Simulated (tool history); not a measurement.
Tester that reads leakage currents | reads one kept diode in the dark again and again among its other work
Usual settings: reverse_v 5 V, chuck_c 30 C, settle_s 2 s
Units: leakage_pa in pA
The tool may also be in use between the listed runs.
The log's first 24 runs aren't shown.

run,hour,reverse_v,chuck_c,settle_s,leakage_pa
25,848.5,5,27,2,248.84
26,879.1,1.57,30,0.34,178.84
27,905,1.21,26,2.63,114.05
28,943.5,1.21,26,9.54,114.15
29,976.4,1.04,28,2,125.25
30,998.8,1.04,28,2,125.94
31,1028.3,2.41,32,2,261.68
32,1070,4.01,40,1.71,618.82
33,1118.6,6.55,35,1.71,555.07
# hour 1127.6: chuck's temperature calibrated
34,1162.4,2.53,53,8.75,1041.13
35,1189,2.53,20,0.56,88.21
36,1231.5,2.53,20,0.56,89.35
37,1259,15.84,33,0.77,633.74
38,1299.4,15.84,29,0.77,473.32
39,1334.9,2.41,58,2,1460.51

5 ways to go on from here, each from the tool as it stands after run 39. What would each give?
A,1364.8,5,30,1.81,?
B,1364.8,2.25,58,0.91,?
C,1364.8,11.51,38,0.58,?
D,1364.8,12.76,58,1.15,?
E,1364.8,15.76,58,2.64,?

run,leakage_pa
A,284.6
B,1423.33
C,798.9
D,3394.91
E,3771.11
Without the tool's hidden state the same runs would have given:
run,leakage_pa
A,267.97
B,1369.49
C,756.18
D,3259.72
E,3619.42
